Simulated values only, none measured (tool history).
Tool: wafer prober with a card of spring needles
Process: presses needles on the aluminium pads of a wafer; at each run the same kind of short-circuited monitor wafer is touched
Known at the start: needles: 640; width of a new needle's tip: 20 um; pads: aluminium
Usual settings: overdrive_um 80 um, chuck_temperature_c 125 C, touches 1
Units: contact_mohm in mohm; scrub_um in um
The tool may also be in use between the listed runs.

run   hour  overdrive_um  chuck_temperature_c  touches  contact_mohm  scrub_um
  1      0            80                  125        1           261     18.22
  2    4.2            80                  125        1           262      18.2
  3    8.4            80                  125        1           265     18.27
      14.5  -- tips cleaned on abrasive film
  4   15.4            80                  125        2           265     18.12
  5   22.1            80                  125        2           259     18.11
        29  -- tips cleaned on abrasive film
  6   30.2            80                  125        2           265     18.13
  7   35.5            80                  125        2           264     18.16
  8   42.1            80                  125        3           263     18.09
      43.7  -- tips cleaned on abrasive film
  9   49.5            80                  125        3           269     18.08
      58.5  -- tips cleaned on abrasive film
 10   58.5            80                  125        3           266     18.11
 11     63            80                  125        3           264     18.03
 12     68            62                  125        1           271     14.05
      72.9  -- tips cleaned on abrasive film
 13   77.4            62                  125        1           270     14.06
 14   86.5            62                  125        1           269     14.06
      87.2  -- tips cleaned on abrasive film
 15   90.7            62                  125        1           273     13.93
 16   95.3            80                  125        1           268     17.99
 17  100.5            80                  125        1           266     18.06
     101.9  -- tips cleaned on abrasive film
 18  106.1            80                  125        1           268        18
 19  113.9            63                  125        1           265     14.32
     116.7  -- tips cleaned on abrasive film
 20  120.9            63                  125        2           272     14.28
 21  127.5            80                   40        1           242     17.99
     131.3  -- tips cleaned on abrasive film
 22    134            80                   40        1           241     18.01
 23  141.3            84                   36        2           239     18.96
     146.1  -- tips cleaned on abrasive film
 24  149.3            91                  100        2           259     20.45
 25  158.7            80                   42        1           243     18.05
     160.8  -- tips cleaned on abrasive film
 26  162.8            80                   42        1           239     18.04
 27  170.2            66                  120        2           268     14.71
     175.4  -- tips cleaned on abrasive film
 28  175.7            66                  120        2           266     14.78
 29  180.3            84                   25        1           239     18.81
 30  184.4            84                   25        1           236     18.84
     190.1  -- tips cleaned on abrasive film
 31  190.8            64                  125        3           270     14.39
 32  199.2            80                   35        3           245     17.95
 33  203.1            99                  125        3           264      22.1
     204.5  -- tips cleaned on abrasive film
 34  207.5            65                   43        1           247     14.51

The same runs without the tool's hidden state, with the same run-to-run variation:
The hidden state here: debris on the tips, nm; way that the needles fall short of the set height, um; tips' diameter, um; drift of the gauge itself on contact_mohm, %; drift of the gauge itself on scrub_um, %.
run  scrub_um
  1     18.23
  2     18.22
  3     18.29
  4     18.15
  5     18.16
  6     18.18
  7     18.23
  8     18.16
  9     18.17
 10     18.22
 11     18.14
 12     14.14
 13     14.17
 14     14.18
 15     14.05
 16     18.15
 17     18.24
 18     18.19
 19     14.48
 20     14.45
 21     18.21
 22     18.24
 23     19.21
 24     20.74
 25     18.32
 26     18.33
 27     14.96
 28     15.03
 29     19.13
 30     19.17
 31     14.66
 32     18.29
 33     22.53
 34      14.8
contact_mohm: within 1 mohm of the measured result in every run.

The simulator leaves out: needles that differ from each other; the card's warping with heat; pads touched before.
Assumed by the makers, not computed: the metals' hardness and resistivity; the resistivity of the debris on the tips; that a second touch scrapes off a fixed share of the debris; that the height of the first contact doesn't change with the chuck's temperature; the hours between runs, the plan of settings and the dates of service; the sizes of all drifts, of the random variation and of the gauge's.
